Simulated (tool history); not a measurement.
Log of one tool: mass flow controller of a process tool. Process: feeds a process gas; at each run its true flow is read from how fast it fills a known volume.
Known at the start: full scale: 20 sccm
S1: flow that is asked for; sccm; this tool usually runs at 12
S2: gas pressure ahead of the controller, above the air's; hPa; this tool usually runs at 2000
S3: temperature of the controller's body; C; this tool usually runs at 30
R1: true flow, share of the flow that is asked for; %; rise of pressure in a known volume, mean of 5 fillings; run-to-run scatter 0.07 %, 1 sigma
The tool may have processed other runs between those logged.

{"run": 1, "hour": 0.0, "S1": 12, "S2": 2000, "S3": 30, "R1": 99.21}
{"run": 2, "hour": 49.3, "S1": 12, "S2": 2000, "S3": 30, "R1": 99.16}
{"run": 3, "hour": 109.3, "S1": 12, "S2": 2000, "S3": 30, "R1": 98.99}
{"run": 4, "hour": 147.7, "S1": 12, "S2": 2000, "S3": 30, "R1": 98.94}
{"run": 5, "hour": 226.9, "S1": 12, "S2": 2000, "S3": 30, "R1": 98.92}
{"run": 6, "hour": 275.5, "S1": 12, "S2": 2000, "S3": 30, "R1": 98.87}
{"run": 7, "hour": 342.2, "S1": 12, "S2": 2000, "S3": 30, "R1": 98.71}
{"run": 8, "hour": 404.2, "S1": 12, "S2": 2000, "S3": 30, "R1": 98.74}
{"run": 9, "hour": 451.4, "S1": 12, "S2": 2000, "S3": 30, "R1": 98.84}
{"run": 10, "hour": 505.9, "S1": 12, "S2": 2000, "S3": 30, "R1": 98.71}
{"run": 11, "hour": 570.6, "S1": 12, "S2": 1660, "S3": 30, "R1": 98.64}
{"run": 12, "hour": 648.4, "S1": 12, "S2": 1660, "S3": 30, "R1": 98.54}
{"run": 13, "hour": 683.7, "S1": 12, "S2": 1660, "S3": 30, "R1": 98.7}
{"run": 14, "hour": 765.1, "S1": 12, "S2": 2000, "S3": 30, "R1": 98.46}
{"run": 15, "hour": 827.1, "S1": 12, "S2": 2000, "S3": 30, "R1": 98.53}
{"run": 16, "hour": 909.0, "S1": 12, "S2": 2190, "S3": 30, "R1": 98.43}
{"run": 17, "hour": 984.3, "S1": 12, "S2": 2190, "S3": 30, "R1": 98.31}
{"run": 18, "hour": 1051.8, "S1": 12, "S2": 2000, "S3": 39, "R1": 97.53}
{"run": 19, "hour": 1128.2, "S1": 12, "S2": 2000, "S3": 39, "R1": 97.52}
{"run": 20, "hour": 1172.3, "S1": 12, "S2": 2000, "S3": 39, "R1": 97.61}
{"run": 21, "hour": 1239.3, "S1": 12, "S2": 2000, "S3": 39, "R1": 97.5}
{"run": 22, "hour": 1281.8, "S1": 12, "S2": 2000, "S3": 39, "R1": 97.41}
{"run": 23, "hour": 1318.2, "S1": 12, "S2": 2790, "S3": 39, "R1": 97.28}
{"run": 24, "hour": 1369.2, "S1": 12, "S2": 2790, "S3": 39, "R1": 97.25}
{"hour": 1427.8, "done": "gauge calibrated"}
{"run": 25, "hour": 1432.6, "S1": 12, "S2": 2790, "S3": 39, "R1": 98.35}
{"run": 26, "hour": 1480.9, "S1": 12, "S2": 1710, "S3": 24, "R1": 99.52}
{"run": 27, "hour": 1528.7, "S1": 12, "S2": 1710, "S3": 24, "R1": 99.54}
{"run": 28, "hour": 1580.9, "S1": 5, "S2": 2680, "S3": 21, "R1": 99.17}
{"run": 29, "hour": 1639.5, "S1": 5, "S2": 2680, "S3": 21, "R1": 99.13}
{"run": 30, "hour": 1707.1, "S1": 9, "S2": 2240, "S3": 23, "R1": 99.24}
{"run": 31, "hour": 1772.7, "S1": 3, "S2": 1780, "S3": 30, "R1": 98.35}
{"run": 32, "hour": 1842.1, "S1": 10, "S2": 1780, "S3": 34, "R1": 98.39}
{"run": 33, "hour": 1912.0, "S1": 8, "S2": 2130, "S3": 25, "R1": 98.79}
{"run": 34, "hour": 1960.3, "S1": 8, "S2": 2130, "S3": 25, "R1": 98.74}
{"run": 35, "hour": 2033.4, "S1": 2, "S2": 1750, "S3": 34, "R1": 97.74}
{"run": 36, "hour": 2110.5, "S1": 14, "S2": 1620, "S3": 26, "R1": 98.91}
{"run": 37, "hour": 2155.5, "S1": 12, "S2": 2050, "S3": 30, "R1": 98.57}
{"run": 38, "hour": 2233.9, "S1": 3, "S2": 2000, "S3": 26, "R1": 98.34}
{"run": 39, "hour": 2310.8, "S1": 3, "S2": 2000, "S3": 26, "R1": 98.32}
{"run": 40, "hour": 2372.2, "S1": 9, "S2": 2000, "S3": 26, "R1": 98.52}
{"run": 41, "hour": 2429.8, "S1": 9, "S2": 2620, "S3": 26, "R1": 98.32}
{"run": 42, "hour": 2471.1, "S1": 2, "S2": 2480, "S3": 24, "R1": 98.11}
{"run": 43, "hour": 2544.7, "S1": 9, "S2": 2480, "S3": 25, "R1": 98.42}
{"run": 44, "hour": 2623.2, "S1": 9, "S2": 2000, "S3": 30, "R1": 97.89}
{"run": 45, "hour": 2661.1, "S1": 9, "S2": 2000, "S3": 30, "R1": 97.94}
{"run": 46, "hour": 2721.3, "S1": 4, "S2": 2000, "S3": 27, "R1": 97.88}

Below are 5 alternative next runs, each starting from the tool's condition after run 46. Predict each:
{"run": "A", "hour": 2765.8, "S1": 12, "S2": 2660, "S3": 30, "R1": "?"}
{"run": "B", "hour": 2765.8, "S1": 3, "S2": 2220, "S3": 26, "R1": "?"}
{"run": "C", "hour": 2765.8, "S1": 19, "S2": 2000, "S3": 27, "R1": "?"}
{"run": "D", "hour": 2765.8, "S1": 2, "S2": 1690, "S3": 26, "R1": "?"}
{"run": "E", "hour": 2765.8, "S1": 11, "S2": 2030, "S3": 25, "R1": "?"}

run=A R1=97.88
run=B R1=97.72
run=C R1=98.67
run=D R1=97.67
run=E R1=98.40
Stripped of hidden state, with their random variation kept, the same runs would have yielded:
run=A R1=98.98
run=B R1=98.81
run=C R1=99.77
run=D R1=98.75
run=E R1=99.50
